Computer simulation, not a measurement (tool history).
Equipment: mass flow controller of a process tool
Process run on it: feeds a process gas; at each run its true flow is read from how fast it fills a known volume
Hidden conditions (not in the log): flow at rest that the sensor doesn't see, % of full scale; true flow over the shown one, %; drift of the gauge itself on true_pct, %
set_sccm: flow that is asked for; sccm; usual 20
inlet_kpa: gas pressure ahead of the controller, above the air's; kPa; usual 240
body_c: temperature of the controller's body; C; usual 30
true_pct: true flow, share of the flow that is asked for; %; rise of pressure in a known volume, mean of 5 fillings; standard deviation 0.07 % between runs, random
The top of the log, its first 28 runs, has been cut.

| run | hour | set_sccm | inlet_kpa | body_c | hours of work since the controller was set to zero | hours of work since the controller was changed | true_pct |
|---|---|---|---|---|---|---|---|
| 29 | 8883.1 | 16 | 213 | 36 | 1075 | 6893 | 97.24 |
| 30 | 9236.1 | 16 | 213 | 36 | 1262 | 7080 | 97.2 |
| 31 | 9432 | 7 | 259 | 22 | 1366 | 7184 | 98.07 |
| 32 | 9824 | 16 | 202 | 29 | 1573 | 7391 | 97.7 |
| 33 | 10207.5 | 20 | 150 | 26 | 1776 | 7594 | 98 |
| 34 | 10573.8 | 20 | 243 | 30 | 1970 | 7788 | 98.11 |
| 35 | 10935.6 | 20 | 243 | 30 | 2161 | 7980 | 98.03 |
| 36 | 11280.1 | 44 | 250 | 38 | 2344 | 8162 | 98.7 |
| 37 | 11514.7 | 44 | 250 | 38 | 2468 | 8286 | 98.82 |
| 38 | 11839 | 18 | 269 | 27 | 2640 | 8458 | 98.36 |
| 39 | 12115.1 | 18 | 269 | 27 | 2786 | 8604 | 98.42 |
| 40 | 12389.4 | 37 | 144 | 30 | 2931 | 8749 | 98.38 |
| 41 | 12815.1 | 9 | 193 | 30 | 3156 | 8974 | 97.11 |
| 42 | 13177.7 | 10 | 240 | 29 | 3348 | 9166 | 97.6 |
| 43 | 13563.4 | 10 | 238 | 22 | 3552 | 9371 | 98.22 |
| 44 | 13929.1 | 35 | 185 | 37 | 3746 | 9564 | 97.89 |
| 45 | 14291.6 | 35 | 185 | 37 | 3938 | 9756 | 98.02 |
| 46 | 14490.3 | 29 | 240 | 30 | 4043 | 9861 | 98.55 |
|  | 14683.1 | controller exchanged for a calibrated one |
| 47 | 14824.8 | 29 | 240 | 30 | 75 | 75 | 98.59 |
| 48 | 15261.8 | 29 | 240 | 30 | 306 | 306 | 98.58 |

Forecast each of these 3 alternatives for the next run:
| A | 15456.2 | 30 | 173 | 30 | 409 | 409 | ? |
| B | 15456.2 | 48 | 199 | 24 | 409 | 409 | ? |
| C | 15456.2 | 26 | 163 | 34 | 409 | 409 | ? |

| run | true_pct |
|---|---|
| A | 98.3 |
| B | 100.04 |
| C | 97.49 |
Had the tool no hidden state, the same runs would have come out as:
| run | true_pct |
|---|---|
| A | 98.3 |
| B | 100.04 |
| C | 97.49 |

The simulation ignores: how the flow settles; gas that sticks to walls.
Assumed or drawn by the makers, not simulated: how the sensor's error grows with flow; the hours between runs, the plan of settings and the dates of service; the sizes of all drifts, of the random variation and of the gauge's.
